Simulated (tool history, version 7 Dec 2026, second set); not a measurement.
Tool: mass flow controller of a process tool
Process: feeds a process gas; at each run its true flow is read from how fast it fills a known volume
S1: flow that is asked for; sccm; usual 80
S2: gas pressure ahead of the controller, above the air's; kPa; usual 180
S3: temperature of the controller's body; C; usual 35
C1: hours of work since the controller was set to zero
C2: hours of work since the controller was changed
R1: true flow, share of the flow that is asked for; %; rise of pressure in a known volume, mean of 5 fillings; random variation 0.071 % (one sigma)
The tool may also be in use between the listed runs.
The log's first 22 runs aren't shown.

| run | hour | S1 | S2 | S3 | C1 | C2 | R1 |
|---|---|---|---|---|---|---|---|
| 23 | 5756.1 | 48 | 253 | 34 | 330 | 7120 | 97.67 |
| 24 | 6062.5 | 14 | 194 | 38 | 502 | 7291 | 98.51 |
| 25 | 6235.3 | 14 | 202 | 38 | 598 | 7388 | 98.72 |
| 26 | 6419.1 | 14 | 202 | 28 | 701 | 7491 | 98.35 |
| 27 | 6813.6 | 42 | 149 | 33 | 922 | 7711 | 98.15 |
| 28 | 7217.4 | 47 | 148 | 22 | 1148 | 7937 | 97.88 |
| 29 | 7615.3 | 52 | 247 | 22 | 1371 | 8160 | 97.50 |
| 30 | 7926.1 | 31 | 170 | 22 | 1545 | 8334 | 98.11 |

3 ways to go on from here, each from the tool as it stands after run 30. What would each give?
| A | 8092.1 | 36 | 203 | 27 | 1638 | 8427 | ? |
| B | 8092.1 | 80 | 145 | 24 | 1638 | 8427 | ? |
| C | 8092.1 | 58 | 170 | 28 | 1638 | 8427 | ? |

| run | R1 |
|---|---|
| A | 98.09 |
| B | 97.98 |
| C | 97.86 |
Without the tool's hidden state the same runs would have given:
| run | R1 |
|---|---|
| A | 99.70 |
| B | 100.14 |
| C | 99.85 |

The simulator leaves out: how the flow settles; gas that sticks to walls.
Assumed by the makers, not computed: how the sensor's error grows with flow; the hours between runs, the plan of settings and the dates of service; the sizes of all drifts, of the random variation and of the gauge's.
